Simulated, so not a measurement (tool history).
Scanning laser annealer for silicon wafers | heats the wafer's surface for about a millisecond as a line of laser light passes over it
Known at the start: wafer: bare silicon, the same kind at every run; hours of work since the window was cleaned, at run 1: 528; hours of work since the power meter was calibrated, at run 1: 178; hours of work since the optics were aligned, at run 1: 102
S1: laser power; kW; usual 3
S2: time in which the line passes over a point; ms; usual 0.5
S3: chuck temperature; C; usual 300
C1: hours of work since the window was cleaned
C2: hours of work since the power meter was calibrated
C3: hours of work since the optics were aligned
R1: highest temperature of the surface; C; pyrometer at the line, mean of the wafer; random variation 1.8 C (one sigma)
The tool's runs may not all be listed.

run   hour     S1     S2   S3   C1   C2   C3    R1
  1      0      3    0.5  300  528  178  102   982
  2    8.1      3    0.5  300  533  183  107   985
  3   12.7      3    0.5  300  536  186  110   979
  4   17.4      3    0.5  300  539  189  113   985
  5   23.7      3    0.5  331  543  193  117  1012
  6   32.5      3    0.5  331  548  199  123  1012
  7   37.2      3    0.5  318  551  202  126  1001
  8   40.9      3    0.5  318  554  204  128   996
  9   48.4      3    0.5  318  558  209  133  1001
 10   55.8      3    0.5  318  563  214  138   999
 11   64.2      3    0.5  318  569  219  143   998
 12   72.5  3.167    0.5  300  574  224  148  1016
 13     77  3.167    0.5  300  577  227  151  1019
 14   84.2  3.167    0.5  300  581  232  156  1019
 15   91.9  3.124    0.5  300  586  237  161  1006
 16   98.3      3  0.586  300  590  241  165  1033
 17    107      3  0.586  339  596  246  170  1069
 18  115.4      3  0.586  339  601  252  175  1067
     120.9  -- optics aligned, line set to its width
 19  129.6      3  0.586  339  607  258    6  1066
 20  138.6      3  0.586  339  613  263   11  1069
 21  147.9      3    0.5  300  619  269   17   976
     155.2  -- optics aligned, line set to its width, once more
 22    161      3  0.351  300  624  274    4   880
 23  167.9      3    0.5  311  628  279    8   994
 24  173.9  3.229  0.352  318  632  283   12   939
 25  179.9  2.849  0.427  319  636  286   16   923
 26  187.5      3    0.5  318  641  291   21   995
 27  194.2  2.631    0.5  318  645  295   25   918
 28  202.5      3  0.377  299  650  301   30   899
 29  206.8      3  0.377  299  653  303   33   898
 30  212.5      3  0.377  299  656  307   36   894
 31  218.3      3  0.377  299  660  311   40   895
 32  225.1  3.092  0.601  280  665  315   45  1037
 33  232.4  2.733  0.544  291  669  320   49   934
 34    241  2.733  0.544  291  675  325   55   934
 35  250.2  2.827  0.536  300  681  331   60   963
 36  255.2      3  0.383  284  684  334   64   883
 37  262.9      3  0.383  284  689  339   69   881
 38    270  3.073  0.391  286  693  344   73   903
 39  279.1  2.812   0.46  300  699  349   79   910
 40  284.4   2.95   0.56  305  702  353   82  1005
 41  293.6  2.831    0.5  323  708  359   88   964
 42  299.2  2.617  0.562  300  712  362   92   924

Forecast each of these 3 alternatives for the next run:
  A  306.9  2.617  0.431  300  717  367  97   ?
  B  306.9  2.678    0.5  322  717  367  97   ?
  C  306.9  2.779  0.496  300  717  367  97   ?

run   R1
  A  855
  B  927
  C  925
Without the tool's hidden state the same runs would have given:
run   R1
  A  884
  B  959
  C  958
